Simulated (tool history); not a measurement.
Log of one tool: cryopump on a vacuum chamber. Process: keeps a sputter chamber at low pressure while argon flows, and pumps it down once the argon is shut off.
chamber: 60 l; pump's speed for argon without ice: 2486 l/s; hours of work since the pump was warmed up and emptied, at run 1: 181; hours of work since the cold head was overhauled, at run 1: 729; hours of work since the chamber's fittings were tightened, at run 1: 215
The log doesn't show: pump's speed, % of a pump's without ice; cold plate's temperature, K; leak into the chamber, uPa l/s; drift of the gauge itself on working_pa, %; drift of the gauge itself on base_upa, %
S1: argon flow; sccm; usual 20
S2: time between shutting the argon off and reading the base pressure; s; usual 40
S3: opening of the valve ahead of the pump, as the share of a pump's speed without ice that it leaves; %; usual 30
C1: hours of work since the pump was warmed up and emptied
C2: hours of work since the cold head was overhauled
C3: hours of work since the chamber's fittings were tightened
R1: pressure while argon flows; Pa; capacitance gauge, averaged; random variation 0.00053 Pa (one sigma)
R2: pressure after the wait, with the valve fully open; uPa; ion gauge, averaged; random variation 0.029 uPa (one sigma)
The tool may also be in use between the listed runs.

Run 1, hour 0.0: usual settings; C1 181; C2 729; C3 215. Result: R1 0.0470 Pa, R2 1.53 uPa.
Run 2, hour 20.9: usual settings; C1 195; C2 743; C3 229. Result: R1 0.0463 Pa, R2 1.57 uPa.
Run 3, hour 61.2: usual settings; C1 223; C2 771; C3 257. Result: R1 0.0472 Pa, R2 1.51 uPa.
Run 4, hour 106.9: usual settings; C1 254; C2 802; C3 288. Result: R1 0.0484 Pa, R2 1.60 uPa.
Run 5, hour 136.1: usual settings; C1 274; C2 822; C3 308. Result: R1 0.0487 Pa, R2 1.61 uPa.
Run 6, hour 169.5: usual settings; C1 298; C2 845; C3 331. Result: R1 0.0463 Pa, R2 1.60 uPa.
Run 7, hour 212.8: usual settings; C1 327; C2 875; C3 361. Result: R1 0.0488 Pa, R2 1.62 uPa.
Run 8, hour 246.0: usual settings but S3 26 %; C1 350; C2 898; C3 384. Result: R1 0.0551 Pa, R2 1.67 uPa.
Run 9, hour 272.6: usual settings but S3 29 %; C1 368; C2 916; C3 402. Result: R1 0.0500 Pa, R2 1.62 uPa.
Run 10, hour 313.1: usual settings; C1 396; C2 944; C3 430. Result: R1 0.0488 Pa, R2 1.66 uPa.
Run 11, hour 337.2: usual settings; C1 413; C2 961; C3 447. Result: R1 0.0492 Pa, R2 1.68 uPa.
Run 12, hour 370.2: usual settings; C1 436; C2 983; C3 469. Result: R1 0.0497 Pa, R2 1.69 uPa.
Run 13, hour 396.3: usual settings; C1 454; C2 1001; C3 487. Result: R1 0.0498 Pa, R2 1.69 uPa.
Run 14, hour 421.7: usual settings; C1 471; C2 1019; C3 505. Result: R1 0.0492 Pa, R2 1.75 uPa.
Run 15, hour 462.4: usual settings; C1 499; C2 1047; C3 533. Result: R1 0.0498 Pa, R2 1.74 uPa.
Run 16, hour 493.0: usual settings; C1 520; C2 1068; C3 554. Result: R1 0.0495 Pa, R2 1.86 uPa.
Run 17, hour 521.1: usual settings but S1 35 sccm, S3 34 %; C1 539; C2 1087; C3 573. Result: R1 0.0789 Pa, R2 1.80 uPa.
At hour 533.1: pump warmed up, emptied and cooled again.
Run 18, hour 567.4: usual settings but S1 35 sccm, S2 91 s, S3 16 %; C1 24; C2 1116; C3 602. Result: R1 0.1504 Pa, R2 0.98 uPa.
Run 19, hour 606.4: usual settings but S1 35 sccm, S2 91 s, S3 16 %; C1 50; C2 1142; C3 628. Result: R1 0.1501 Pa, R2 0.98 uPa.
Run 20, hour 640.4: usual settings but S1 14 sccm, S2 25 s; C1 74; C2 1166; C3 652. Result: R1 0.0319 Pa, R2 2.49 uPa.
Run 21, hour 685.4: usual settings but S1 22 sccm, S2 54 s, S3 34 %; C1 105; C2 1197; C3 683. Result: R1 0.0457 Pa, R2 1.39 uPa.
Run 22, hour 713.5: usual settings but S1 10 sccm, S2 21 s, S3 34 %; C1 124; C2 1216; C3 702. Result: R1 0.0203 Pa, R2 2.93 uPa.
Run 23, hour 755.9: usual settings but S1 35 sccm, S2 222 s, S3 42 %; C1 153; C2 1245; C3 731. Result: R1 0.0593 Pa, R2 0.72 uPa.
Run 24, hour 776.9: usual settings but S1 35 sccm, S2 222 s, S3 42 %; C1 168; C2 1260; C3 746. Result: R1 0.0589 Pa, R2 0.71 uPa.
Run 25, hour 805.4: usual settings but S2 26 s, S3 19 %; C1 187; C2 1279; C3 765. Result: R1 0.0733 Pa, R2 2.49 uPa.
Run 26, hour 851.6: usual settings but S2 26 s, S3 19 %; C1 219; C2 1311; C3 797. Result: R1 0.0736 Pa, R2 2.46 uPa.
Run 27, hour 887.1: usual settings but S1 27 sccm, S2 86 s, S3 23 %; C1 244; C2 1335; C3 821. Result: R1 0.0835 Pa, R2 1.15 uPa.
Run 28, hour 933.1: usual settings but S1 24 sccm, S2 26 s, S3 40 %; C1 275; C2 1367; C3 853. Result: R1 0.0438 Pa, R2 2.53 uPa.
Run 29, hour 969.8: usual settings but S1 24 sccm, S2 26 s, S3 42 %; C1 300; C2 1392; C3 878. Result: R1 0.0420 Pa, R2 2.52 uPa.
Run 30, hour 1009.6: usual settings but S1 24 sccm, S2 26 s, S3 42 %; C1 328; C2 1420; C3 906. Result: R1 0.0421 Pa, R2 2.51 uPa.
Run 31, hour 1036.9: usual settings but S1 14 sccm, S2 31 s; C1 347; C2 1439; C3 925. Result: R1 0.0344 Pa, R2 2.35 uPa.
Run 32, hour 1070.6: usual settings but S1 14 sccm, S2 31 s; C1 370; C2 1462; C3 948. Result: R1 0.0341 Pa, R2 2.33 uPa.

Forecast each of these 3 alternatives for the next run:
Run A, hour 1094.0: usual settings but S3 42 %; C1 386; C2 1478; C3 964. Result: R1 ?, R2 ?.
Run B, hour 1094.0: usual settings but S1 14 sccm, S2 164 s, S3 25 %; C1 386; C2 1478; C3 964. Result: R1 ?, R2 ?.
Run C, hour 1094.0: usual settings but S1 14 sccm, S2 31 s, S3 21 %; C1 386; C2 1478; C3 964. Result: R1 ?, R2 ?.

run      R1    R2
  A  0.0362  2.01
  B  0.0408  0.96
  C  0.0486  2.37
Without the tool's hidden state the same runs would have given:
run      R1    R2
  A  0.0325  1.43
  B  0.0383  0.39
  C  0.0460  1.79
